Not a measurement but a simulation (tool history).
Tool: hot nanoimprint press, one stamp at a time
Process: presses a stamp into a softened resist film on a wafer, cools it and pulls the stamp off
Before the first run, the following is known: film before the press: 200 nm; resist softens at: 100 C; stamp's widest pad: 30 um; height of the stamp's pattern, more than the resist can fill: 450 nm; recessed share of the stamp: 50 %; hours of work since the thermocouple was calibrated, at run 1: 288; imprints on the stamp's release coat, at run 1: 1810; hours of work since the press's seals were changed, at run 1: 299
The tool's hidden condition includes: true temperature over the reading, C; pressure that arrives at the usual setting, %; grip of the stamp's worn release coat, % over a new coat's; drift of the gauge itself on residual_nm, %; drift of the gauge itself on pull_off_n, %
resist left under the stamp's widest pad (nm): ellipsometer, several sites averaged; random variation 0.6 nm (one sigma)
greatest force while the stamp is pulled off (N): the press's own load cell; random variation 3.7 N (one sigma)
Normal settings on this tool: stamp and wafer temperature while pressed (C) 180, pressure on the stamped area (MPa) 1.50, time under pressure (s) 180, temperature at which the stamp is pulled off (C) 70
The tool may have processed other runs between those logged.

run    day  stamp and wafer temperature while pressed (C)  pressure on the stamped area (MPa)  time under pressure (s)  temperature at which the stamp is pulled off (C)  hours of work since the thermocouple was calibrated  imprints on the stamp's release coat  hours of work since the press's seals were changed  resist left under the stamp's widest pad (nm)  greatest force while the stamp is pulled off (N)
  1  0.000                                            180                                1.50                      180                                                70                                                  288                                  1810                                                 299                                           73.8                                               176
  2  0.404                                            179                                1.50                      180                                                70                                                  295                                  1847                                                 306                                           77.0                                               177
  3  0.879                                            179                                1.50                      180                                                70                                                  303                                  1891                                                 315                                           77.7                                               179
  4  1.208                                            179                                1.50                      180                                                70                                                  309                                  1921                                                 320                                           77.5                                               173
  5  1.504                                            179                                1.50                      180                                                70                                                  314                                  1948                                                 325                                           76.4                                               176
  6  1.958                                            179                                1.50                      180                                                70                                                  322                                  1990                                                 333                                           77.7                                               176
  7  2.338                                            179                                1.50                      180                                                70                                                  328                                  2025                                                 340                                           77.9                                               180
  8  2.588                                            179                                1.50                      180                                                70                                                  332                                  2048                                                 344                                           75.7                                               181
  9  2.788                                            180                                1.03                      180                                                70                                                  336                                  2066                                                 348                                           90.2                                               180
 10  3.000                                            180                                1.03                      180                                                70                                                  340                                  2086                                                 351                                           89.2                                               180
 11  3.362                                            180                                1.03                      180                                                70                                                  346                                  2119                                                 358                                           90.0                                               178
 12  3.567                                            180                                1.03                      180                                                70                                                  349                                  2138                                                 361                                           88.6                                               181
 13  3.950                                            180                                1.03                       92                                                70                                                  356                                  2173                                                 368                                          113.8                                               176
     4.388  -- stamp cleaned and given a new release coat
 14  4.512                                            180                                1.03                       92                                                70                                                  361                                    12                                                 373                                          113.4                                               178
 15  4.892                                            180                                1.03                       92                                                56                                                  368                                    46                                                 380                                          113.2                                               192
 16  5.267                                            174                                1.50                      180                                                73                                                  374                                    81                                                 386                                           89.4                                               179
 17  5.625                                            180                                1.78                      145                                                70                                                  381                                   114                                                 392                                           75.1                                               174
 18  5.950                                            174                                1.50                      180                                                74                                                  386                                   144                                                 398                                           89.7                                               172
 19  6.225                                            171                                1.46                      180                                                70                                                  391                                   169                                                 403                                           97.9                                               178
 20  6.529                                            175                                1.46                      180                                                70                                                  396                                   197                                                 408                                           88.2                                               176
 21  6.779                                            180                                1.50                      180                                                69                                                  401                                   220                                                 412                                           74.8                                               178
 22  7.175                                            180                                1.50                      180                                                69                                                  407                                   256                                                 419                                           75.4                                               176
 23  7.633                                            178                                1.41                      180                                                70                                                  415                                   298                                                 427                                           81.8                                               174

Run 24, settings as shown, results not yet in. Your forecast:
 24  8.112                                            178                                1.41                      180                                                70                                                  424                                   342                                                 435                                              ?                                                 ?

Run 24 yielded resist left under the stamp's widest pad (nm) 82.4, greatest force while the stamp is pulled off (N) 171.
Minus the tool's unlogged condition, the same run would have read resist left under the stamp's widest pad (nm) 82.3, greatest force while the stamp is pulled off (N) 171.
